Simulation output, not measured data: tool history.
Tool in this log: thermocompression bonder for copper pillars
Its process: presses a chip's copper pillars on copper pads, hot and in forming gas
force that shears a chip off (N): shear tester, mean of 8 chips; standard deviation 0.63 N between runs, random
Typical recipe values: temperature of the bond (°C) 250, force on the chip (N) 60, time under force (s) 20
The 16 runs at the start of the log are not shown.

| run | day | temperature of the bond (°C) | force on the chip (N) | time under force (s) | hours of work since the heater was calibrated | hours of work since the force cell was calibrated | hours of work since the gas filter was changed | force that shears a chip off (N) |
|---|---|---|---|---|---|---|---|---|
| 17 | 33.921 | 250 | 60 | 20 | 927 | 468 | 199 | 79 |
|  | 34.438 | forming gas filter changed |
| 18 | 35.717 | 250 | 60 | 20 | 960 | 501 | 23 | 85.4 |
| 19 | 37.758 | 250 | 60 | 20 | 997 | 538 | 61 | 83.5 |
| 20 | 39.271 | 261 | 42 | 20 | 1025 | 566 | 88 | 62.8 |
| 21 | 41.704 | 261 | 42 | 20 | 1070 | 610 | 133 | 60.9 |
| 22 | 44.392 | 240 | 61 | 38 | 1119 | 659 | 182 | 89.8 |
|  | 45.788 | forming gas filter changed |
| 23 | 47.433 | 272 | 46 | 20 | 1174 | 715 | 30 | 77.7 |
| 24 | 49.208 | 231 | 62 | 12 | 1206 | 747 | 63 | 60.8 |
| 25 | 50.667 | 250 | 60 | 53 | 1233 | 774 | 89 | 106.2 |
| 26 | 52.204 | 250 | 60 | 53 | 1261 | 802 | 117 | 106.2 |
|  | 52.667 | heater calibrated with a thermocouple chip |
| 27 | 54.008 | 252 | 55 | 46 | 25 | 833 | 149 | 87.9 |
|  | 55.288 | force cell calibrated |
| 28 | 55.992 | 252 | 55 | 46 | 60 | 13 | 184 | 94.1 |
|  | 57.292 | forming gas filter changed |
| 29 | 58.579 | 244 | 55 | 25 | 107 | 60 | 24 | 79 |
| 30 | 59.958 | 244 | 55 | 25 | 132 | 85 | 49 | 76.9 |
| 31 | 62.671 | 250 | 49 | 20 | 182 | 135 | 98 | 66.4 |
| 32 | 63.938 | 250 | 49 | 20 | 205 | 158 | 122 | 65.8 |
| 33 | 65.35 | 223 | 38 | 14 | 231 | 184 | 147 | 30.1 |
| 34 | 67.296 | 240 | 50 | 14 | 266 | 219 | 183 | 50.8 |
|  | 68.662 | forming gas filter changed |
| 35 | 68.967 | 234 | 38 | 21 | 296 | 250 | 6 | 43.6 |
| 36 | 72.012 | 227 | 87 | 20 | 352 | 305 | 61 | 94.2 |

Predict the results of run 37:
| 37 | 73.662 | 236 | 60 | 12 | 382 | 335 | 91 | ? |

{"run 37": {"force that shears a chip off (N)": 59.4}}
With the hidden condition absent and the run-to-run variation left alone, this run would have shown force that shears a chip off (N) 61.9.
